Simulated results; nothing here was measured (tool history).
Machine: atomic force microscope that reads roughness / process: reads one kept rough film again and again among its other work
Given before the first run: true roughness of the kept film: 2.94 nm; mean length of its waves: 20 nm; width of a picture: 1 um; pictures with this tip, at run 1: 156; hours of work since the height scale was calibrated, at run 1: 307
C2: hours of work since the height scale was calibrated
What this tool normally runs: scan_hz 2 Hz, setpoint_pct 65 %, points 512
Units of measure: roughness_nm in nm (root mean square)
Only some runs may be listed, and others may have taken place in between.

Run 1, hour 0: usual settings; pictures with this tip 156; C2 307. Result: roughness_nm 2.042 nm (root mean square).
Run 2, hour 20.3: usual settings; pictures with this tip 178; C2 317. Result: roughness_nm 2.056 nm (root mean square).
At hour 30.8: new tip fitted.
Run 3, hour 30.8: usual settings; pictures with this tip 0; C2 322. Result: roughness_nm 2.032 nm (root mean square).
Run 4, hour 46.6: usual settings but setpoint_pct 62 %; pictures with this tip 17; C2 331. Result: roughness_nm 2.086 nm (root mean square).
Run 5, hour 61.8: usual settings but setpoint_pct 62 %; pictures with this tip 34; C2 338. Result: roughness_nm 2.087 nm (root mean square).
Run 6, hour 79.6: usual settings but setpoint_pct 62 %; pictures with this tip 54; C2 347. Result: roughness_nm 2.09 nm (root mean square).
Run 7, hour 90.4: usual settings but setpoint_pct 62 %; pictures with this tip 66; C2 353. Result: roughness_nm 2.073 nm (root mean square).
Run 8, hour 110.6: usual settings but setpoint_pct 62 %, points 621; pictures with this tip 89; C2 363. Result: roughness_nm 2.084 nm (root mean square).
Run 9, hour 120: usual settings but setpoint_pct 62 %, points 951; pictures with this tip 99; C2 368. Result: roughness_nm 2.102 nm (root mean square).
Run 10, hour 132.3: usual settings but setpoint_pct 62 %, points 566; pictures with this tip 113; C2 375. Result: roughness_nm 2.089 nm (root mean square).
Run 11, hour 150.6: usual settings; pictures with this tip 133; C2 384. Result: roughness_nm 2.043 nm (root mean square).
Run 12, hour 166.5: usual settings; pictures with this tip 151; C2 392. Result: roughness_nm 2.039 nm (root mean square).
Run 13, hour 182: usual settings; pictures with this tip 168; C2 400. Result: roughness_nm 2.052 nm (root mean square).
Run 14, hour 193.7: usual settings; pictures with this tip 181; C2 406. Result: roughness_nm 2.054 nm (root mean square).
At hour 202.1: new tip fitted.
Run 15, hour 212: usual settings; pictures with this tip 11; C2 415. Result: roughness_nm 2.051 nm (root mean square).
Run 16, hour 227: usual settings; pictures with this tip 28; C2 423. Result: roughness_nm 2.05 nm (root mean square).
Run 17, hour 236.1: usual settings but scan_hz 0.89 Hz; pictures with this tip 38; C2 428. Result: roughness_nm 2.159 nm (root mean square).
Run 18, hour 254.4: usual settings but scan_hz 0.89 Hz; pictures with this tip 58; C2 437. Result: roughness_nm 2.142 nm (root mean square).
Run 19, hour 264.2: usual settings but scan_hz 0.89 Hz; pictures with this tip 69; C2 442. Result: roughness_nm 2.167 nm (root mean square).
Run 20, hour 281.6: usual settings but scan_hz 0.89 Hz; pictures with this tip 89; C2 451. Result: roughness_nm 2.168 nm (root mean square).
Run 21, hour 297.1: usual settings; pictures with this tip 106; C2 459. Result: roughness_nm 2.058 nm (root mean square).
Run 22, hour 306.8: usual settings but scan_hz 0.67 Hz, setpoint_pct 59 %, points 762; pictures with this tip 117; C2 464. Result: roughness_nm 2.215 nm (root mean square).
Run 23, hour 326.1: usual settings but scan_hz 0.67 Hz, setpoint_pct 59 %, points 762; pictures with this tip 138; C2 474. Result: roughness_nm 2.214 nm (root mean square).
Run 24, hour 340.3: usual settings but scan_hz 0.63 Hz, points 910; pictures with this tip 154; C2 481. Result: roughness_nm 2.188 nm (root mean square).
Run 25, hour 355.7: usual settings but scan_hz 0.63 Hz, points 316; pictures with this tip 171; C2 489. Result: roughness_nm 2.159 nm (root mean square).
At hour 372.7: new tip fitted.
Run 26, hour 373.1: usual settings but scan_hz 0.63 Hz, points 316; pictures with this tip 0; C2 498. Result: roughness_nm 2.146 nm (root mean square).
Run 27, hour 383.4: usual settings but scan_hz 0.63 Hz, points 316; pictures with this tip 12; C2 503. Result: roughness_nm 2.152 nm (root mean square).
Run 28, hour 399.4: usual settings but scan_hz 1.43 Hz, setpoint_pct 58 %, points 308; pictures with this tip 29; C2 511. Result: roughness_nm 2.125 nm (root mean square).
Run 29, hour 414: usual settings but scan_hz 1.27 Hz, setpoint_pct 73 %, points 313; pictures with this tip 46; C2 519. Result: roughness_nm 2.024 nm (root mean square).
Run 30, hour 431.7: usual settings but scan_hz 1.27 Hz, setpoint_pct 73 %, points 313; pictures with this tip 66; C2 528. Result: roughness_nm 2.017 nm (root mean square).
Run 31, hour 443.2: usual settings but scan_hz 0.9 Hz, setpoint_pct 87 %, points 333; pictures with this tip 78; C2 534. Result: roughness_nm 1.94 nm (root mean square).
Run 32, hour 463.2: usual settings but scan_hz 1.82 Hz, setpoint_pct 87 %, points 772; pictures with this tip 101; C2 544. Result: roughness_nm 1.754 nm (root mean square).
Run 33, hour 478.7: usual settings but scan_hz 1.96 Hz, setpoint_pct 74 %, points 971; pictures with this tip 118; C2 552. Result: roughness_nm 1.948 nm (root mean square).
Run 34, hour 491.3: usual settings but setpoint_pct 61 %, points 922; pictures with this tip 132; C2 558. Result: roughness_nm 2.122 nm (root mean square).
Run 35, hour 508: usual settings but scan_hz 0.55 Hz, setpoint_pct 71 %, points 945; pictures with this tip 151; C2 567. Result: roughness_nm 2.191 nm (root mean square).
Run 36, hour 526.9: usual settings but scan_hz 0.55 Hz, setpoint_pct 71 %, points 945; pictures with this tip 172; C2 577. Result: roughness_nm 2.187 nm (root mean square).
Run 37, hour 536.6: usual settings but scan_hz 2.65 Hz, setpoint_pct 71 %, points 760; pictures with this tip 183; C2 582. Result: roughness_nm 1.894 nm (root mean square).
At hour 543.5: new tip fitted.
Run 38, hour 548.8: usual settings but scan_hz 1.05 Hz, setpoint_pct 57 %, points 299; pictures with this tip 6; C2 588. Result: roughness_nm 2.135 nm (root mean square).
Run 39, hour 565.5: usual settings but setpoint_pct 70 %; pictures with this tip 24; C2 596. Result: roughness_nm 1.99 nm (root mean square).
Run 40, hour 576.1: usual settings but setpoint_pct 70 %; pictures with this tip 36; C2 602. Result: roughness_nm 1.986 nm (root mean square).
Run 41, hour 592.6: usual settings but scan_hz 0.88 Hz, setpoint_pct 60 %, points 626; pictures with this tip 54; C2 610. Result: roughness_nm 2.192 nm (root mean square).
Run 42, hour 601.3: usual settings but scan_hz 0.88 Hz, setpoint_pct 60 %, points 626; pictures with this tip 64; C2 615. Result: roughness_nm 2.181 nm (root mean square).

Entry by entry between the runs, the difference in hidden state between the last listed run before and the first listed run after:
After run 2, before run 3: new tip fitted (hour 30.8)
  radius of the tip, nm: 10.1 -> 10
After run 14, before run 15: new tip fitted (hour 202.1)
  radius of the tip, nm: 10.1 -> 10
After run 25, before run 26: new tip fitted (hour 372.7)
  radius of the tip, nm: 10.1 -> 10
After run 37, before run 38: new tip fitted (hour 543.5)
  radius of the tip, nm: 10.1 -> 10

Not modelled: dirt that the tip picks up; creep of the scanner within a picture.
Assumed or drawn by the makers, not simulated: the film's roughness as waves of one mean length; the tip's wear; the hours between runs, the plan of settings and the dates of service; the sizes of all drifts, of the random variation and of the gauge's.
